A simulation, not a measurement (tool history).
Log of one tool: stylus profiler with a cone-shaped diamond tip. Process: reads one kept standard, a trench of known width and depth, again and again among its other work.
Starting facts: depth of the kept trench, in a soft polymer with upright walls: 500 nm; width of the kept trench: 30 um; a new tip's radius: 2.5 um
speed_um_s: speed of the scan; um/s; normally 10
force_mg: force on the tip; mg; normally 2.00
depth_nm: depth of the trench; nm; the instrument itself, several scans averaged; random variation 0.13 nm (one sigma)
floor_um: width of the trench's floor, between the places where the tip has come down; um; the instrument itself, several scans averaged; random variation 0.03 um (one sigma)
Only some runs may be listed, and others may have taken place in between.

run,hour,speed_um_s,force_mg,depth_nm,floor_um
1,0.0,10,2.00,504.45,26.79
2,13.3,10,2.00,504.36,26.77
3,30.6,10,2.00,504.59,26.77
4,47.3,9,2.00,504.37,26.75
5,58.7,10,1.14,503.41,26.70
6,76.4,10,0.75,502.51,26.77
7,91.6,10,0.75,502.56,26.73
8,108.3,33,2.00,504.50,26.68
9,118.6,33,2.00,504.40,26.65
10,126.2,10,1.58,503.83,26.69
11,142.4,10,5.62,508.28,26.66
12,158.4,10,5.62,508.39,26.75
13,165.7,10,2.41,505.16,26.71
14,182.1,10,2.41,505.17,26.66
15,190.1,10,2.41,504.94,26.70
16,198.0,10,4.31,507.17,26.70
17,210.1,10,1.02,503.04,26.68
18,220.6,10,1.02,503.06,26.69
19,238.3,10,1.02,502.89,26.63
20,255.3,10,1.02,503.11,26.66
21,272.4,10,1.02,502.98,26.70
22,282.2,10,1.02,503.05,26.56
23,298.9,10,5.19,508.37,26.63
24,312.9,4,1.86,504.27,26.65
25,330.0,4,1.86,504.49,26.63
26,339.9,28,0.70,502.56,26.52
27,349.2,28,0.70,502.79,26.54
28,360.5,28,0.70,502.61,26.52
29,370.6,28,0.70,502.63,26.51
30,380.6,28,0.70,502.56,26.48
31,397.5,4,0.76,502.98,26.60
32,412.5,21,1.67,504.16,26.57
33,421.0,4,0.68,502.51,26.61
34,435.3,4,0.68,502.55,26.59
35,452.6,23,5.67,508.81,26.59
36,467.6,14,1.27,503.63,26.55
37,485.5,3,5.60,508.91,26.59
38,499.2,7,1.31,503.86,26.55
39,512.1,26,0.67,502.59,26.45
40,519.9,26,0.67,502.64,26.47
41,534.1,9,2.43,505.60,26.52
42,550.4,12,2.00,504.64,26.54
43,564.1,38,0.72,502.58,26.38
44,573.9,38,0.72,502.98,26.37
45,583.5,3,2.00,504.70,26.53
46,591.0,10,4.80,508.08,26.48

Subtracting, for every run, the result it would have given without the tool's unlogged condition from the measured result gives the following. The same run-to-run variation enters both numbers; the gauge's scatter may not:
What the log doesn't record here: radius of the tip, um; height scale over the true one, %; drift of the gauge itself on depth_nm, %; drift of the gauge itself on floor_um, %.
run,depth_nm,floor_um
1,+0.34,-0.18
2,+0.34,-0.19
3,+0.36,-0.20
4,+0.38,-0.21
5,+0.38,-0.21
6,+0.40,-0.21
7,+0.41,-0.23
8,+0.42,-0.23
9,+0.44,-0.24
10,+0.44,-0.25
11,+0.47,-0.25
12,+0.48,-0.26
13,+0.48,-0.26
14,+0.50,-0.27
15,+0.50,-0.27
16,+0.51,-0.28
17,+0.51,-0.28
18,+0.52,-0.28
19,+0.55,-0.29
20,+0.56,-0.30
21,+0.57,-0.31
22,+0.58,-0.31
23,+0.60,-0.32
24,+0.61,-0.33
25,+0.63,-0.34
26,+0.63,-0.34
27,+0.64,-0.35
28,+0.65,-0.35
29,+0.66,-0.36
30,+0.66,-0.36
31,+0.68,-0.37
32,+0.70,-0.37
33,+0.71,-0.38
34,+0.71,-0.39
35,+0.74,-0.39
36,+0.75,-0.40
37,+0.77,-0.41
38,+0.77,-0.41
39,+0.78,-0.42
40,+0.79,-0.42
41,+0.81,-0.44
42,+0.82,-0.44
43,+0.83,-0.45
44,+0.83,-0.45
45,+0.85,-0.46
46,+0.86,-0.46
